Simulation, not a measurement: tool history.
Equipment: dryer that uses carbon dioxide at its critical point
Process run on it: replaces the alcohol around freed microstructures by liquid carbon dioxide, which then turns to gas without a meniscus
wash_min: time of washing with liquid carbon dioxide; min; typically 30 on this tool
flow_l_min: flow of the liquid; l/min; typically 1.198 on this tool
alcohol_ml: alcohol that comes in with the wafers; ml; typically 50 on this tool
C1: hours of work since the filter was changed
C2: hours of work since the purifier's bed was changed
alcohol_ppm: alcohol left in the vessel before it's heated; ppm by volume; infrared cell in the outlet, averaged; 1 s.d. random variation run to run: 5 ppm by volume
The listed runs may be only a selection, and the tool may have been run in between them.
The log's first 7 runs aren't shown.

run 8 hour=52.5 | wash_min=30 flow_l_min=1.198 alcohol_ml=50 | C1=379 C2=62 | alcohol_ppm=17
run 9 hour=59.3 | wash_min=30 flow_l_min=0.770 alcohol_ml=50 | C1=381 C2=65 | alcohol_ppm=73
run 10 hour=69.1 | wash_min=30 flow_l_min=1.198 alcohol_ml=50 | C1=385 C2=69 | alcohol_ppm=22
run 11 hour=74.1 | wash_min=30 flow_l_min=1.198 alcohol_ml=50 | C1=387 C2=71 | alcohol_ppm=28
run 12 hour=79.6 | wash_min=30 flow_l_min=1.198 alcohol_ml=50 | C1=390 C2=73 | alcohol_ppm=35
run 13 hour=84.9 | wash_min=30 flow_l_min=1.198 alcohol_ml=118 | C1=392 C2=75 | alcohol_ppm=30
run 14 hour=89.8 | wash_min=30 flow_l_min=1.198 alcohol_ml=118 | C1=394 C2=77 | alcohol_ppm=28
run 15 hour=95.7 | wash_min=30 flow_l_min=1.198 alcohol_ml=118 | C1=396 C2=79 | alcohol_ppm=28
run 16 hour=101.3 | wash_min=30 flow_l_min=1.198 alcohol_ml=118 | C1=398 C2=82 | alcohol_ppm=32
run 17 hour=106.1 | wash_min=30 flow_l_min=1.198 alcohol_ml=118 | C1=400 C2=84 | alcohol_ppm=34
run 18 hour=114.9 | wash_min=30 flow_l_min=1.198 alcohol_ml=118 | C1=404 C2=87 | alcohol_ppm=23
run 19 hour=124.5 | wash_min=44 flow_l_min=1.198 alcohol_ml=50 | C1=408 C2=91 | alcohol_ppm=32
run 20 hour=130.0 | wash_min=44 flow_l_min=1.198 alcohol_ml=50 | C1=410 C2=93 | alcohol_ppm=13
run 21 hour=135.6 | wash_min=27 flow_l_min=0.820 alcohol_ml=49 | C1=412 C2=96 | alcohol_ppm=90
run 22 hour=139.6 | wash_min=19 flow_l_min=1.198 alcohol_ml=46 | C1=414 C2=97 | alcohol_ppm=87
run 23 hour=149.1 | wash_min=19 flow_l_min=1.198 alcohol_ml=70 | C1=418 C2=101 | alcohol_ppm=106
run 24 hour=157.1 | wash_min=38 flow_l_min=1.198 alcohol_ml=81 | C1=421 C2=104 | alcohol_ppm=29
run 25 hour=162.5 | wash_min=38 flow_l_min=1.198 alcohol_ml=81 | C1=423 C2=107 | alcohol_ppm=31
run 26 hour=171.1 | wash_min=38 flow_l_min=1.198 alcohol_ml=81 | C1=427 C2=110 | alcohol_ppm=36
run 27 hour=177.2 | wash_min=38 flow_l_min=1.198 alcohol_ml=81 | C1=429 C2=112 | alcohol_ppm=29
run 28 hour=181.7 | wash_min=27 flow_l_min=1.198 alcohol_ml=73 | C1=431 C2=114 | alcohol_ppm=34
run 29 hour=188.2 | wash_min=30 flow_l_min=1.160 alcohol_ml=50 | C1=434 C2=117 | alcohol_ppm=38

For run 30, what comes out?
run 30 hour=193.5 | wash_min=30 flow_l_min=1.160 alcohol_ml=50 | C1=436 C2=119 | alcohol_ppm=?

Run 30 came out at alcohol_ppm 35 ppm by volume.
If the tool had no hidden condition, the same run with the same run-to-run variation would have returned alcohol_ppm 6 ppm by volume.
